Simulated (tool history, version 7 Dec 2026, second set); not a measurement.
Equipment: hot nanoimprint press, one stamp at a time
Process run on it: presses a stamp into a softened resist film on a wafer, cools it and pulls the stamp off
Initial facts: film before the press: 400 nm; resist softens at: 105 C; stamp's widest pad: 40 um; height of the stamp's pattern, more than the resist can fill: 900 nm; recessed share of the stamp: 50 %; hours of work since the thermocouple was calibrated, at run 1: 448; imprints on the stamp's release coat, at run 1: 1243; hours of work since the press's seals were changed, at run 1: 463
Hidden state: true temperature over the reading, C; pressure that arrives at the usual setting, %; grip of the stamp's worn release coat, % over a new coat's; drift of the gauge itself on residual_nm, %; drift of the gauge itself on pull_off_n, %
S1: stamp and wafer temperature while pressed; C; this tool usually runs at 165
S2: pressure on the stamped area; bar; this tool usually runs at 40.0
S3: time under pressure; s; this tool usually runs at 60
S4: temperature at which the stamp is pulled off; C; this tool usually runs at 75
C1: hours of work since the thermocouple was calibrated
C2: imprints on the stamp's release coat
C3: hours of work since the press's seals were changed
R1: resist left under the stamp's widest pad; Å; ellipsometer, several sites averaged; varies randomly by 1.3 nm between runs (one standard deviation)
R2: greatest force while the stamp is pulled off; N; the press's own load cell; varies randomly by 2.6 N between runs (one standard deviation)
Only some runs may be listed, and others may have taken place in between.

| run | hour | S1 | S2 | S3 | S4 | C1 | C2 | C3 | R1 | R2 |
|---|---|---|---|---|---|---|---|---|---|---|
| 1 | 0.0 | 165 | 40.0 | 60 | 75 | 448 | 1243 | 463 | 2034 | 127 |
|  | 39.5 | stamp cleaned and given a new release coat |
| 2 | 69.5 | 165 | 40.0 | 60 | 75 | 487 | 106 | 501 | 2021 | 122 |
| 3 | 120.4 | 165 | 40.0 | 60 | 75 | 518 | 285 | 532 | 2045 | 124 |
| 4 | 156.1 | 165 | 40.0 | 60 | 75 | 540 | 411 | 554 | 2013 | 124 |
|  | 216.9 | plate thermocouple calibrated |
| 5 | 236.4 | 165 | 40.0 | 60 | 75 | 12 | 683 | 601 | 2015 | 124 |
| 6 | 307.9 | 165 | 40.0 | 60 | 75 | 55 | 935 | 645 | 2035 | 125 |
| 7 | 347.8 | 165 | 40.0 | 60 | 75 | 80 | 1075 | 669 | 2023 | 125 |
| 8 | 423.1 | 165 | 40.0 | 60 | 75 | 126 | 1340 | 715 | 2048 | 123 |
|  | 437.2 | stamp cleaned and given a new release coat |
| 9 | 465.9 | 165 | 40.0 | 60 | 62 | 148 | 101 | 738 | 2034 | 144 |
| 10 | 521.5 | 165 | 30.8 | 60 | 75 | 182 | 297 | 771 | 2278 | 128 |
| 11 | 560.4 | 165 | 40.0 | 60 | 75 | 206 | 434 | 795 | 2002 | 123 |
| 12 | 644.2 | 165 | 42.2 | 60 | 75 | 257 | 729 | 846 | 1971 | 130 |
| 13 | 725.8 | 170 | 40.0 | 60 | 75 | 307 | 1016 | 896 | 1671 | 123 |
| 14 | 770.6 | 170 | 40.0 | 60 | 75 | 334 | 1174 | 923 | 1641 | 129 |
| 15 | 809.1 | 165 | 40.0 | 60 | 75 | 357 | 1309 | 947 | 2011 | 128 |
|  | 825.7 | stamp cleaned and given a new release coat |
| 16 | 883.9 | 165 | 40.0 | 38 | 75 | 399 | 205 | 989 | 2373 | 125 |
| 17 | 971.2 | 172 | 40.0 | 57 | 67 | 452 | 512 | 1042 | 1561 | 138 |
| 18 | 1042.8 | 156 | 24.4 | 115 | 78 | 496 | 764 | 1085 | 2777 | 122 |
| 19 | 1092.7 | 156 | 24.4 | 115 | 78 | 527 | 940 | 1116 | 2774 | 117 |
|  | 1126.6 | press's hydraulic seals changed and the load cell set to zero |
| 20 | 1173.0 | 168 | 40.0 | 75 | 75 | 571 | 1194 | 28 | 1627 | 122 |
|  | 1181.9 | plate thermocouple calibrated |
|  | 1227.2 | stamp cleaned and given a new release coat |
| 21 | 1245.5 | 165 | 30.7 | 45 | 83 | 35 | 64 | 67 | 2463 | 106 |
| 22 | 1291.5 | 168 | 56.4 | 60 | 75 | 63 | 226 | 95 | 1512 | 120 |
| 23 | 1369.8 | 165 | 40.0 | 107 | 75 | 111 | 502 | 143 | 1647 | 121 |
| 24 | 1412.5 | 165 | 40.0 | 107 | 75 | 137 | 652 | 169 | 1650 | 125 |
| 25 | 1493.7 | 165 | 40.0 | 67 | 63 | 186 | 938 | 218 | 1945 | 148 |
| 26 | 1575.5 | 165 | 40.0 | 113 | 75 | 236 | 1226 | 268 | 1582 | 122 |
|  | 1620.0 | stamp cleaned and given a new release coat |
| 27 | 1630.1 | 165 | 40.0 | 113 | 75 | 266 | 36 | 298 | 1589 | 125 |
| 28 | 1712.3 | 164 | 40.0 | 60 | 76 | 316 | 325 | 348 | 2109 | 119 |
| 29 | 1766.5 | 164 | 40.0 | 60 | 76 | 349 | 516 | 381 | 2115 | 123 |
| 30 | 1824.3 | 164 | 40.0 | 60 | 76 | 384 | 720 | 416 | 2092 | 124 |
| 31 | 1872.9 | 165 | 35.2 | 51 | 75 | 414 | 891 | 446 | 2251 | 127 |

Describe how what the log doesn't record of the tool's condition differs between the last listed run preceding each entry between runs and the first listed run following it.
In the gap between runs 1 and 2: stamp cleaned and given a new release coat (hour 39.5)
  true temperature over the reading, C: 0.05 -> 0.06; pressure that arrives at the usual setting, %: 99.89 -> 99.88; grip of the stamp's worn release coat, % over a new coat's: 0.8 -> 0.1
In the gap between runs 4 and 5: plate thermocouple calibrated (hour 216.9)
  true temperature over the reading, C: 0.06 -> 0; pressure that arrives at the usual setting, %: 99.86 -> 99.85; grip of the stamp's worn release coat, % over a new coat's: 0.2 -> 0.4
In the gap between runs 8 and 9: stamp cleaned and given a new release coat (hour 437.2)
  true temperature over the reading, C: 0.01 -> 0.02; pressure that arrives at the usual setting, %: 99.82 -> 99.81; grip of the stamp's worn release coat, % over a new coat's: 0.8 -> 0.1
In the gap between runs 15 and 16: stamp cleaned and given a new release coat (hour 825.7)
  pressure that arrives at the usual setting, %: 99.75 -> 99.74; grip of the stamp's worn release coat, % over a new coat's: 0.8 -> 0.1
In the gap between runs 19 and 20: press's hydraulic seals changed and the load cell set to zero (hour 1126.6)
  pressure that arrives at the usual setting, %: 99.7 -> 100; grip of the stamp's worn release coat, % over a new coat's: 0.6 -> 0.7
In the gap between runs 20 and 21: plate thermocouple calibrated (hour 1181.9); stamp cleaned and given a new release coat (hour 1227.2)
  true temperature over the reading, C: 0.07 -> 0.01; pressure that arrives at the usual setting, %: 100 -> 99.99; grip of the stamp's worn release coat, % over a new coat's: 0.7 -> 0
In the gap between runs 26 and 27: stamp cleaned and given a new release coat (hour 1620.0)
  pressure that arrives at the usual setting, %: 99.93 -> 99.92; grip of the stamp's worn release coat, % over a new coat's: 0.8 -> 0

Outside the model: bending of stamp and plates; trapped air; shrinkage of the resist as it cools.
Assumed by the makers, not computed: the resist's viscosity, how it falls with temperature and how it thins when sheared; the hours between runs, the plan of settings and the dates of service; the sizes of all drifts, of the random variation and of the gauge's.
